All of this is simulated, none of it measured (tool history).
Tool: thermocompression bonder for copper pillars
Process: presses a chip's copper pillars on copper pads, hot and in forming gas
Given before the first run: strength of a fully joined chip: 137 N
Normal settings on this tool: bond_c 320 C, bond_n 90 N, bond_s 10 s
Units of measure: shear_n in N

run	hour	bond_c	bond_n	bond_s	shear_n
1	0.0	320	90	10	86.6
2	12.8	320	90	10	86.4
# hour 26.6: forming gas filter changed
3	31.8	336	90	10	99.8
4	40.1	336	90	10	102.3
5	56.4	320	90	10	90.8
6	65.1	320	90	10	92.3
7	82.2	320	90	10	89.7
8	97.6	320	90	8	86.5
9	116.1	320	90	8	85.7
10	124.6	326	56	10	79.2
11	138.4	326	108	11	102.4
# hour 140.7: force cell calibrated
12	149.0	343	78	5	87.8
13	160.8	335	78	5	79.5
14	175.1	335	78	5	80.7
15	187.4	300	67	14	71.7
16	204.7	326	57	8	74.1
17	215.6	301	108	8	75.0

Consider 4 possible next runs. They are alternatives, not a sequence: every one starts from the tool as it was left by run 17. What does each give?
A	232.1	340	57	6	?
B	232.1	306	126	21	?
C	232.1	301	125	11	?
D	232.1	326	64	12	?

run	shear_n
A	80.1
B	107.0
C	87.8
D	89.3
With no hidden state in the tool, these same runs would have given:
run	shear_n
A	75.6
B	103.1
C	83.0
D	84.8
